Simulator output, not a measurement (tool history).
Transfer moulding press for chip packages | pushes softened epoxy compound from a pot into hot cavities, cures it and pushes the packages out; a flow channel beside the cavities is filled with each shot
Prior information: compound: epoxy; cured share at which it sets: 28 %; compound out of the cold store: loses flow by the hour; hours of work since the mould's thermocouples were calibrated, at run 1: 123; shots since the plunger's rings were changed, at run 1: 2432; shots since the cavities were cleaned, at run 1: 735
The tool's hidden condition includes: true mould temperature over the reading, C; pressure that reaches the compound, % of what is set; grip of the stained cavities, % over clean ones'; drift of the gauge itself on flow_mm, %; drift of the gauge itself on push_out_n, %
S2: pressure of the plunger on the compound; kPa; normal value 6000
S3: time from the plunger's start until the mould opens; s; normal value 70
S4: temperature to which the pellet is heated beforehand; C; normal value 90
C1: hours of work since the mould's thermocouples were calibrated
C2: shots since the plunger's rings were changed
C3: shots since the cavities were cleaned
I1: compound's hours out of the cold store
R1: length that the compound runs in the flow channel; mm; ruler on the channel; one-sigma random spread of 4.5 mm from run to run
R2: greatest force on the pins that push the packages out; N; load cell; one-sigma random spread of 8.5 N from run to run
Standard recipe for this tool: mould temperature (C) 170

Run 1, hour 0: usual settings; C1 123; C2 2432; C3 735; I1 13.6. Result: R1 876 mm, R2 527 N.
Run 2, hour 18.8: usual settings; C1 135; C2 2703; C3 1006; I1 38.4. Result: R1 722 mm, R2 514 N.
At hour 30.5: plunger's sealing rings changed.
At hour 32: cavities cleaned with cleaning compound and waxed.
Run 3, hour 59.5: usual settings; C1 157; C2 397; C3 397; I1 45.8. Result: R1 701 mm, R2 446 N.
Run 4, hour 81.3: usual settings; C1 171; C2 711; C3 711; I1 40.9. Result: R1 729 mm, R2 488 N.
Run 5, hour 105.8: usual settings but S4 93 C; C1 186; C2 1063; C3 1063; I1 45.5. Result: R1 702 mm, R2 495 N.
At hour 112.6: cavities cleaned with cleaning compound and waxed.
Run 6, hour 135.3: usual settings but S3 51 s; C1 203; C2 1467; C3 328; I1 39.9. Result: R1 722 mm, R2 785 N.
Run 7, hour 162.4: usual settings but S3 51 s; C1 220; C2 1856; C3 717; I1 16.6. Result: R1 860 mm, R2 996 N.
At hour 193.8: cavities cleaned with cleaning compound and waxed.
Run 8, hour 200.2: usual settings but S3 51 s, S4 92 C; C1 242; C2 2379; C3 91; I1 13.5. Result: R1 881 mm, R2 785 N.
At hour 205.6: mould's thermocouples calibrated.
Run 9, hour 226.9: usual settings but S2 5670 kPa; C1 13; C2 2735; C3 447; I1 21. Result: R1 794 mm, R2 418 N.
At hour 238.1: plunger's sealing rings changed.
Run 10, hour 262.8: usual settings but S2 5670 kPa; C1 34; C2 356; C3 929; I1 9.1. Result: R1 904 mm, R2 512 N.
At hour 281: cavities cleaned with cleaning compound and waxed.
Run 11, hour 299.3: usual settings but S2 5670 kPa; C1 55; C2 859; C3 263; I1 17.4. Result: R1 843 mm, R2 423 N.
Run 12, hour 318.8: usual settings but S2 5670 kPa; C1 67; C2 1141; C3 545; I1 40.6. Result: R1 712 mm, R2 454 N.
At hour 339.2: mould's thermocouples calibrated, once more.
Run 13, hour 358.6: usual settings but S2 5670 kPa; C1 12; C2 1685; C3 1089; I1 24.2. Result: R1 803 mm, R2 553 N.
At hour 365.4: cavities cleaned with cleaning compound and waxed.
Run 14, hour 376.2: usual settings but mould temperature (C) 175, S2 5670 kPa; C1 22; C2 1917; C3 156; I1 21.6. Result: R1 791 mm, R2 355 N.
Run 15, hour 399.3: usual settings but mould temperature (C) 176, S2 5190 kPa, S3 89 s, S4 89 C; C1 36; C2 2250; C3 489; I1 13.9. Result: R1 791 mm, R2 361 N.
Run 16, hour 417.2: usual settings but mould temperature (C) 176, S2 5190 kPa, S3 89 s, S4 89 C; C1 47; C2 2508; C3 747; I1 47.4. Result: R1 613 mm, R2 393 N.
At hour 444.7: plunger's sealing rings changed.
At hour 448.2: cavities cleaned with cleaning compound and waxed.
Run 17, hour 448.2: usual settings but mould temperature (C) 176, S2 5190 kPa, S3 89 s, S4 89 C; C1 64; C2 29; C3 0; I1 10.6. Result: R1 837 mm, R2 279 N.
Run 18, hour 476.8: usual settings but mould temperature (C) 169, S2 5190 kPa, S3 62 s, S4 84 C; C1 81; C2 441; C3 412; I1 9.1. Result: R1 875 mm, R2 699 N.
Run 19, hour 507.2: usual settings but mould temperature (C) 175, S2 5190 kPa, S3 91 s, S4 95 C; C1 100; C2 879; C3 850; I1 43.9. Result: R1 654 mm, R2 403 N.
At hour 530.7: cavities cleaned with cleaning compound and waxed.
Run 20, hour 532.8: usual settings but mould temperature (C) 175, S2 5190 kPa, S3 91 s, S4 95 C; C1 115; C2 1226; C3 31; I1 28. Result: R1 727 mm, R2 288 N.
Run 21, hour 560.7: usual settings but mould temperature (C) 175, S2 5190 kPa, S3 91 s, S4 95 C; C1 132; C2 1628; C3 433; I1 38. Result: R1 671 mm, R2 376 N.
Run 22, hour 590.1: usual settings but mould temperature (C) 163, S2 5890 kPa, S3 57 s, S4 96 C; C1 150; C2 2051; C3 856; I1 34.8. Result: R1 766 mm, R2 1263 N.
At hour 611.7: cavities cleaned with cleaning compound and waxed.
Run 23, hour 619.2: usual settings but mould temperature (C) 163, S2 5890 kPa, S3 55 s, S4 96 C; C1 167; C2 2448; C3 107; I1 13. Result: R1 904 mm, R2 1111 N.
At hour 648: plunger's sealing rings changed.
Run 24, hour 651.6: usual settings but mould temperature (C) 163, S2 5890 kPa, S3 88 s, S4 96 C; C1 186; C2 52; C3 539; I1 27.4. Result: R1 838 mm, R2 498 N.
Run 25, hour 678.7: usual settings but mould temperature (C) 175, S2 4520 kPa; C1 202; C2 441; C3 928; I1 30.3. Result: R1 672 mm, R2 442 N.
At hour 694.3: cavities cleaned with cleaning compound and waxed.
Run 26, hour 704.4: usual settings but S3 106 s, S4 82 C; C1 217; C2 790; C3 145; I1 11.7. Result: R1 914 mm, R2 316 N.
Run 27, hour 725.4: usual settings but S3 106 s, S4 82 C; C1 230; C2 1093; C3 448; I1 9.3. Result: R1 923 mm, R2 361 N.
Run 28, hour 753.5: usual settings but S2 6090 kPa, S3 52 s, S4 82 C; C1 247; C2 1497; C3 852; I1 46.4. Result: R1 704 mm, R2 879 N.

Here are 4 independent what-if runs from the current tool condition. What would each one return?
At hour 775.8: cavities cleaned with cleaning compound and waxed.
Run A, hour 781.6: usual settings but S2 5220 kPa, S4 99 C; C1 264; C2 1880; C3 83; I1 32.5. Result: R1 ?, R2 ?.
At hour 775.8: cavities cleaned with cleaning compound and waxed.
Run B, hour 781.6: usual settings but mould temperature (C) 177, S2 6900 kPa, S4 89 C; C1 264; C2 1880; C3 83; I1 31.4. Result: R1 ?, R2 ?.
At hour 775.8: cavities cleaned with cleaning compound and waxed.
Run C, hour 781.6: usual settings but S2 6020 kPa, S3 91 s, S4 97 C; C1 264; C2 1880; C3 83; I1 45. Result: R1 ?, R2 ?.
At hour 775.8: cavities cleaned with cleaning compound and waxed.
Run D, hour 781.6: usual settings but mould temperature (C) 168, S2 5940 kPa; C1 264; C2 1880; C3 83; I1 28.5. Result: R1 ?, R2 ?.

run   R1   R2
  A  713  377
  B  797  301
  C  699  304
  D  793  441
With the hidden condition removed and each run's random variation left untouched, the same runs would have given:
run   R1   R2
  A  735  354
  B  822  278
  C  721  281
  D  818  416

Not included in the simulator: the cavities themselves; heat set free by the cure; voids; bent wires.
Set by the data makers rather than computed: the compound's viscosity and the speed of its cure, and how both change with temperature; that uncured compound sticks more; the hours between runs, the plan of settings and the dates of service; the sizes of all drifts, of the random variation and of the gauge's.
